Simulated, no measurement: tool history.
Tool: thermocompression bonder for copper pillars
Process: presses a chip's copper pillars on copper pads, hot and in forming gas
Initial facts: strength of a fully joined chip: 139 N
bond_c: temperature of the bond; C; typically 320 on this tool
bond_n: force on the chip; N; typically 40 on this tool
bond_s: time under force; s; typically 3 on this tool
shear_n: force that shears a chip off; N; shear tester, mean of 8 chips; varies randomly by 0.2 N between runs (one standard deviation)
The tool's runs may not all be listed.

{"run": 1, "hour": 0.0, "bond_c": 320, "bond_n": 40, "bond_s": 3, "shear_n": 72.8}
{"run": 2, "hour": 4.3, "bond_c": 320, "bond_n": 40, "bond_s": 3, "shear_n": 73}
{"run": 3, "hour": 11.9, "bond_c": 320, "bond_n": 40, "bond_s": 3, "shear_n": 72.5}
{"run": 4, "hour": 18.0, "bond_c": 320, "bond_n": 40, "bond_s": 3, "shear_n": 72.7}
{"run": 5, "hour": 25.3, "bond_c": 320, "bond_n": 40, "bond_s": 3, "shear_n": 72.8}
{"run": 6, "hour": 30.9, "bond_c": 320, "bond_n": 40, "bond_s": 3, "shear_n": 72.2}
{"run": 7, "hour": 39.0, "bond_c": 297, "bond_n": 40, "bond_s": 3, "shear_n": 60}
{"run": 8, "hour": 48.2, "bond_c": 297, "bond_n": 40, "bond_s": 3, "shear_n": 59.6}
{"run": 9, "hour": 53.8, "bond_c": 297, "bond_n": 40, "bond_s": 3, "shear_n": 59.8}
{"run": 10, "hour": 59.8, "bond_c": 297, "bond_n": 40, "bond_s": 3, "shear_n": 59.6}
{"run": 11, "hour": 64.5, "bond_c": 320, "bond_n": 40, "bond_s": 3, "shear_n": 72.5}
{"run": 12, "hour": 72.7, "bond_c": 320, "bond_n": 40, "bond_s": 3, "shear_n": 72}
{"run": 13, "hour": 81.4, "bond_c": 320, "bond_n": 40, "bond_s": 6, "shear_n": 89.2}
{"run": 14, "hour": 88.4, "bond_c": 320, "bond_n": 28, "bond_s": 8, "shear_n": 74.6}
{"run": 15, "hour": 93.7, "bond_c": 320, "bond_n": 25, "bond_s": 5, "shear_n": 57.3}
{"run": 16, "hour": 100.2, "bond_c": 320, "bond_n": 25, "bond_s": 5, "shear_n": 57.1}
{"run": 17, "hour": 105.3, "bond_c": 320, "bond_n": 25, "bond_s": 5, "shear_n": 57.3}
{"run": 18, "hour": 111.1, "bond_c": 294, "bond_n": 43, "bond_s": 5, "shear_n": 73.5}
{"run": 19, "hour": 119.4, "bond_c": 294, "bond_n": 43, "bond_s": 5, "shear_n": 73}
{"run": 20, "hour": 128.4, "bond_c": 304, "bond_n": 26, "bond_s": 3, "shear_n": 42}
{"run": 21, "hour": 135.6, "bond_c": 304, "bond_n": 26, "bond_s": 3, "shear_n": 41.8}
{"run": 22, "hour": 142.7, "bond_c": 304, "bond_n": 26, "bond_s": 3, "shear_n": 41.9}
{"run": 23, "hour": 146.6, "bond_c": 346, "bond_n": 31, "bond_s": 7, "shear_n": 90.5}

How would selected steps in shear_n from run to run divide? Give the signed amount a tool lacking its hidden state would still show from settings, what came in and random variation, and the signed amount left for the hidden state, including any gauge scatter that is not in both of the compared results.
Hidden state at play: true temperature of the bond over the reading, C; force that reaches the chip, % of what is set; oxide that the forming gas leaves, % of the face; drift of the gauge itself on shear_n, %.
Run 19 -> 20: bond_c 294 -> 304, bond_n 43 -> 26, bond_s 5 -> 3. shear_n -31 N: hidden state +0.9, all else -31.9.
Run 22 -> 23: bond_c 304 -> 346, bond_n 26 -> 31, bond_s 3 -> 7. shear_n +48.6 N: hidden state -2.1, all else +50.7.
